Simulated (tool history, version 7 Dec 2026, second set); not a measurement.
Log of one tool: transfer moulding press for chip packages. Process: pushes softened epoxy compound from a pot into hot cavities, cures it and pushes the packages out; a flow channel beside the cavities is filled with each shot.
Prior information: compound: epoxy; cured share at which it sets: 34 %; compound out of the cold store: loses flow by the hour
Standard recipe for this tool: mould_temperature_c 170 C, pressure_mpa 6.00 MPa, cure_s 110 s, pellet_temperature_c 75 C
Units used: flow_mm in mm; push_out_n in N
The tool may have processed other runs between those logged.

run	day	mould_temperature_c	pressure_mpa	cure_s	pellet_temperature_c	incoming compound's hours out of the cold store	flow_mm	push_out_n
1	0.000	170	6.00	110	75	14.0	502	556
# day 0.229: cavities cleaned with cleaning compound and waxed
2	1.079	167	6.00	110	75	13.4	512	531
3	2.267	170	6.67	110	75	27.4	510	538
4	3.142	170	6.67	110	75	12.9	527	556
# day 3.854: mould's thermocouples calibrated
# day 4.021: cavities cleaned with cleaning compound and waxed
5	4.467	170	6.67	110	75	14.0	527	381
6	5.746	170	6.00	102	75	44.1	453	566
7	7.067	170	6.00	110	70	41.0	446	565
# day 7.650: cavities cleaned with cleaning compound and waxed
8	8.250	170	6.00	110	70	12.3	488	417
9	9.033	170	6.00	110	70	36.1	448	508
# day 9.575: plunger's sealing rings changed
10	10.729	170	6.00	110	70	28.4	485	570
# day 11.442: cavities cleaned with cleaning compound and waxed
11	12.117	170	6.00	106	75	16.5	511	432
12	13.608	170	4.96	106	75	16.0	461	571
# day 15.188: cavities cleaned with cleaning compound and waxed
13	15.358	170	5.72	101	75	45.3	450	366
14	16.450	170	5.72	101	75	11.2	489	528
15	17.492	175	6.98	149	65	25.6	510	469
16	18.442	168	4.97	141	71	20.1	446	513
# day 18.854: cavities cleaned with cleaning compound and waxed
17	20.125	167	6.25	122	81	40.1	469	459
18	21.162	167	6.25	122	81	35.3	464	543
# day 22.496: cavities cleaned with cleaning compound and waxed
19	22.704	170	6.00	147	75	25.8	469	291
20	23.471	170	6.00	104	75	18.2	473	499
# day 23.746: mould's thermocouples calibrated
# day 24.458: plunger's sealing rings changed
21	24.542	175	6.00	110	77	28.4	491	473
22	25.642	174	6.00	110	81	42.0	470	513
# day 26.367: cavities cleaned with cleaning compound and waxed
23	27.408	170	6.50	136	75	40.0	497	415
24	28.500	162	6.50	136	75	43.9	503	558

Consider 5 possible next runs. They are alternatives, not a sequence: every one starts from the tool as it was left by run 24. What does each give?
A	29.533	162	4.64	138	75	26.3	?	?
B	29.533	162	6.50	150	75	47.8	?	?
C	29.533	170	6.00	143	77	19.5	?	?
D	29.533	172	6.00	110	75	38.6	?	?
E	29.533	177	6.00	148	75	43.1	?	?

run	flow_mm	push_out_n
A	438	602
B	493	566
C	495	520
D	467	522
E	461	482
Had the tool no hidden state, the same runs would have come out as:
run	flow_mm	push_out_n
A	448	308
B	504	293
C	506	273
D	477	267
E	472	247
